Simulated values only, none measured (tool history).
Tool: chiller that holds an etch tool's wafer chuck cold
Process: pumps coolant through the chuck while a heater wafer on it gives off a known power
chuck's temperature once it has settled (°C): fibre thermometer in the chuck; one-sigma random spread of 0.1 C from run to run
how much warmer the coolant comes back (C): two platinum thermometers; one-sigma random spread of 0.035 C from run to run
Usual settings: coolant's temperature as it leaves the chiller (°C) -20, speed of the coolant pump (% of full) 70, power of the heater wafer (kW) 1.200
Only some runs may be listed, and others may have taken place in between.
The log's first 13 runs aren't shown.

| run | hour | coolant's temperature as it leaves the chiller (°C) | speed of the coolant pump (% of full) | power of the heater wafer (kW) | hours since the coolant was changed and the channels were flushed | hours since the pump was overhauled | hours since the chiller's thermometer was calibrated | chuck's temperature once it has settled (°C) | how much warmer the coolant comes back (C) |
|---|---|---|---|---|---|---|---|---|---|
| 14 | 343.4 | -20 | 70 | 1.200 | 7193 | 1020 | 93 | -4.0 | 5.98 |
| 15 | 375.7 | -20 | 70 | 1.200 | 7225 | 1052 | 126 | -3.9 | 6.02 |
| 16 | 389.4 | -20 | 70 | 1.200 | 7239 | 1066 | 140 | -3.9 | 5.98 |
| 17 | 415.8 | -16 | 70 | 1.200 | 7265 | 1092 | 166 | 0.0 | 6.03 |
|  | 436.5 | chiller's thermometer calibrated, once more |
| 18 | 436.5 | -16 | 70 | 1.200 | 7285 | 1112 | 0 | 0.2 | 5.99 |
| 19 | 453.5 | -24 | 70 | 0.680 | 7302 | 1129 | 17 | -14.8 | 3.39 |
| 20 | 469.6 | -24 | 70 | 0.680 | 7318 | 1145 | 33 | -14.7 | 3.38 |
| 21 | 491.0 | -24 | 70 | 0.680 | 7339 | 1167 | 54 | -14.7 | 3.40 |
| 22 | 518.2 | -24 | 70 | 0.680 | 7367 | 1194 | 82 | -14.8 | 3.43 |
| 23 | 550.7 | -23 | 69 | 1.200 | 7399 | 1226 | 114 | -6.6 | 6.10 |
| 24 | 582.9 | -29 | 95 | 1.200 | 7431 | 1259 | 146 | -16.8 | 4.35 |
| 25 | 608.1 | -29 | 95 | 1.200 | 7457 | 1284 | 172 | -16.7 | 4.38 |
| 26 | 630.0 | -22 | 89 | 1.136 | 7478 | 1306 | 194 | -9.5 | 4.43 |
| 27 | 645.6 | -25 | 89 | 1.501 | 7494 | 1321 | 209 | -8.7 | 5.84 |
| 28 | 661.8 | -20 | 65 | 1.553 | 7510 | 1337 | 225 | 2.5 | 8.39 |
| 29 | 686.3 | -20 | 70 | 0.968 | 7535 | 1362 | 250 | -6.8 | 4.85 |
| 30 | 709.6 | -20 | 70 | 0.968 | 7558 | 1385 | 273 | -6.8 | 4.90 |
| 31 | 740.5 | -16 | 70 | 1.200 | 7589 | 1416 | 304 | 0.3 | 6.02 |

Below are 5 alternative next runs, each starting from the tool's condition after run 31. Predict each:
| A | 758.6 | -16 | 62 | 1.778 | 7607 | 1434 | 322 | ? | ? |
| B | 758.6 | -13 | 70 | 1.200 | 7607 | 1434 | 322 | ? | ? |
| C | 758.6 | -25 | 70 | 1.200 | 7607 | 1434 | 322 | ? | ? |
| D | 758.6 | -20 | 97 | 1.200 | 7607 | 1434 | 322 | ? | ? |
| E | 758.6 | -16 | 71 | 1.200 | 7607 | 1434 | 322 | ? | ? |

| run | chuck's temperature once it has settled (°C) | how much warmer the coolant comes back (C) |
|---|---|---|
| A | 11.1 | 10.14 |
| B | 3.2 | 6.01 |
| C | -8.7 | 6.07 |
| D | -7.9 | 4.27 |
| E | 0.1 | 5.90 |
Take away the tool's hidden state, keep each run's random variation, and the runs would have read:
| run | chuck's temperature once it has settled (°C) | how much warmer the coolant comes back (C) |
|---|---|---|
| A | 6.8 | 9.93 |
| B | 0.6 | 5.89 |
| C | -11.3 | 5.95 |
| D | -9.9 | 4.19 |
| E | -2.5 | 5.78 |

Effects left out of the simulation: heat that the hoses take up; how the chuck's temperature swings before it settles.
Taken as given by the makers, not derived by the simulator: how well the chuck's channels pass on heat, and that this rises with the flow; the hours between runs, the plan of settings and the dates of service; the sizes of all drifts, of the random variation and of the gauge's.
